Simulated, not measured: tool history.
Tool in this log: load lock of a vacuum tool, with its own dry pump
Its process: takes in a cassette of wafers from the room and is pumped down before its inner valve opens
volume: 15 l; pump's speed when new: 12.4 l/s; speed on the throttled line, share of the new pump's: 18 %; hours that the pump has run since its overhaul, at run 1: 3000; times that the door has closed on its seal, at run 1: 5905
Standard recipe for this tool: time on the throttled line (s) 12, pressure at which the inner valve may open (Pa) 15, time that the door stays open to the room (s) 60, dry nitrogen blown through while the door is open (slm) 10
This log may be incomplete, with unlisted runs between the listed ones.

| run | hour | time on the throttled line (s) | pressure at which the inner valve may open (Pa) | time that the door stays open to the room (s) | dry nitrogen blown through while the door is open (slm) | hours that the pump has run since its overhaul | times that the door has closed on its seal | incoming humidity of the room's air, % | time from the closed door until the inner valve may open (s) | rise of the pressure with all valves shut (Pa/min) |
|---|---|---|---|---|---|---|---|---|---|---|
| 1 | 0 | 12 | 15 | 60 | 10 | 3000 | 5905 | 42.5 | 21.2 | 0.074 |
| 2 | 147 | 12 | 15 | 60 | 7 | 3147 | 6294 | 44.6 | 21.2 | 0.08 |
| 3 | 296.4 | 12 | 15 | 60 | 7 | 3297 | 6689 | 45.8 | 21.2 | 0.089 |
| 4 | 615.7 | 12 | 15 | 60 | 7 | 3616 | 7534 | 41.6 | 21.1 | 0.093 |
| 5 | 921.3 | 7 | 15 | 60 | 10 | 3921 | 8342 | 46 | 17.6 | 0.108 |
| 6 | 1194.9 | 7 | 15 | 60 | 10 | 4195 | 9066 | 47 | 17 | 0.117 |
| 7 | 1452.1 | 12 | 15 | 60 | 35 | 4452 | 9747 | 44.8 | 21.1 | 0.106 |
| 8 | 1730.8 | 17 | 15 | 60 | 10 | 4731 | 10484 | 44.2 | 24.9 | 0.128 |
| 9 | 2024.1 | 17 | 15 | 60 | 10 | 5024 | 11260 | 45.1 | 25.1 | 0.134 |
| 10 | 2320.5 | 17 | 15 | 60 | 10 | 5321 | 12044 | 46.1 | 25.6 | 0.149 |
| 11 | 2611.9 | 17 | 15 | 60 | 10 | 5612 | 12815 | 42.1 | 25.5 | 0.155 |
| 12 | 2868 | 17 | 15 | 60 | 10 | 5868 | 13493 | 42.5 | 25.7 | 0.168 |
| 13 | 3049.1 | 17 | 15 | 60 | 10 | 6049 | 13972 | 42.4 | 25.3 | 0.17 |
| 14 | 3308.3 | 12 | 15 | 32 | 10 | 6309 | 14658 | 42.8 | 21.7 | 0.187 |
| 15 | 3462.6 | 12 | 15 | 32 | 10 | 6463 | 15066 | 45.8 | 21.7 | 0.189 |
| 16 | 3660.8 | 12 | 15 | 32 | 10 | 6661 | 15590 | 44.6 | 21.7 | 0.202 |
| 17 | 3849.3 | 12 | 16 | 60 | 10 | 6850 | 16089 | 45.7 | 21.4 | 0.215 |
| 18 | 4148.6 | 12 | 16 | 60 | 10 | 7149 | 16881 | 44.5 | 21.5 | 0.22 |
| 19 | 4449.6 | 12 | 16 | 60 | 10 | 7450 | 17677 | 44.9 | 21.5 | 0.238 |
| 20 | 4587.1 | 9 | 13 | 60 | 10 | 7587 | 18041 | 44.9 | 19.7 | 0.249 |
| 21 | 4897 | 7 | 13 | 28 | 10 | 7897 | 18861 | 44.8 | 18.1 | 0.259 |
| 22 | 5054.9 | 9 | 15 | 60 | 19 | 8055 | 19279 | 46.2 | 19.5 | 0.261 |
| 23 | 5381.4 | 12 | 29 | 60 | 9 | 8382 | 20142 | 43.6 | 21.3 | 0.28 |
| 24 | 5568.6 | 8 | 28 | 184 | 10 | 8569 | 20638 | 43.6 | 18 | 0.308 |
| 25 | 5758.4 | 12 | 15 | 111 | 4 | 8759 | 21140 | 42.4 | 22 | 0.318 |
| 26 | 6061.3 | 8 | 15 | 60 | 10 | 9062 | 21941 | 46.7 | 18.9 | 0.327 |
|  | 6137.1 | dry pump taken out, an overhauled one fitted |
| 27 | 6242.9 | 19 | 17 | 60 | 10 | 106 | 22406 | 48 | 26.3 | 0.331 |
| 28 | 6553.2 | 12 | 15 | 37 | 8 | 416 | 23227 | 44.8 | 20.8 | 0.361 |
| 29 | 6754.3 | 14 | 13 | 27 | 11 | 617 | 23759 | 42.2 | 22.7 | 0.346 |
| 30 | 7031.6 | 11 | 15 | 93 | 10 | 895 | 24493 | 44.3 | 20.1 | 0.38 |
| 31 | 7256.4 | 7 | 15 | 60 | 10 | 1119 | 25087 | 45.9 | 16.5 | 0.378 |
| 32 | 7395 | 10 | 16 | 229 | 30 | 1258 | 25454 | 45.9 | 19 | 0.396 |
| 33 | 7670.1 | 7 | 19 | 43 | 30 | 1533 | 26182 | 42.9 | 16.4 | 0.389 |
| 34 | 7976.2 | 18 | 10 | 60 | 27 | 1839 | 26992 | 44.6 | 26.4 | 0.426 |
| 35 | 8148.5 | 23 | 10 | 100 | 7 | 2011 | 27447 | 46.8 | 30.5 | 0.459 |
| 36 | 8332 | 7 | 10 | 143 | 7 | 2195 | 27933 | 40.2 | 17.3 | 0.471 |
| 37 | 8508.2 | 7 | 10 | 143 | 7 | 2371 | 28399 | 45.5 | 17.4 | 0.496 |

Measured less the same run without the tool's hidden state. The same run-to-run variation is in both; the gauge's scatter may not be:
Hidden state present: pump's speed, % of a new pump's; leak at the door's seal, Pa l/s; drift of the gauge itself on ready_s, %; drift of the gauge itself on rise_pa_min, %.
| run | time from the closed door until the inner valve may open (s) | rise of the pressure with all valves shut (Pa/min) |
|---|---|---|
| 1 | +0.4 | +0.038 |
| 2 | +0.4 | +0.041 |
| 3 | +0.4 | +0.045 |
| 4 | +0.5 | +0.053 |
| 5 | +0.6 | +0.062 |
| 6 | +0.6 | +0.071 |
| 7 | +0.6 | +0.078 |
| 8 | +0.6 | +0.087 |
| 9 | +0.7 | +0.097 |
| 10 | +0.7 | +0.107 |
| 11 | +0.7 | +0.12 |
| 12 | +0.8 | +0.128 |
| 13 | +0.8 | +0.136 |
| 14 | +1 | +0.15 |
| 15 | +1 | +0.156 |
| 16 | +1 | +0.166 |
| 17 | +1 | +0.171 |
| 18 | +1 | +0.186 |
| 19 | +1.1 | +0.197 |
| 20 | +1.2 | +0.207 |
| 21 | +1.4 | +0.224 |
| 22 | +1.3 | +0.227 |
| 23 | +1.2 | +0.241 |
| 24 | +1.3 | +0.251 |
| 25 | +1.4 | +0.265 |
| 26 | +1.6 | +0.283 |
| 27 | +0 | +0.29 |
| 28 | +0.1 | +0.318 |
| 29 | +0.1 | +0.318 |
| 30 | +0.2 | +0.332 |
| 31 | +0.3 | +0.344 |
| 32 | +0.2 | +0.353 |
| 33 | +0.2 | +0.362 |
| 34 | +0.2 | +0.398 |
| 35 | +0.3 | +0.407 |
| 36 | +0.4 | +0.418 |
| 37 | +0.5 | +0.435 |

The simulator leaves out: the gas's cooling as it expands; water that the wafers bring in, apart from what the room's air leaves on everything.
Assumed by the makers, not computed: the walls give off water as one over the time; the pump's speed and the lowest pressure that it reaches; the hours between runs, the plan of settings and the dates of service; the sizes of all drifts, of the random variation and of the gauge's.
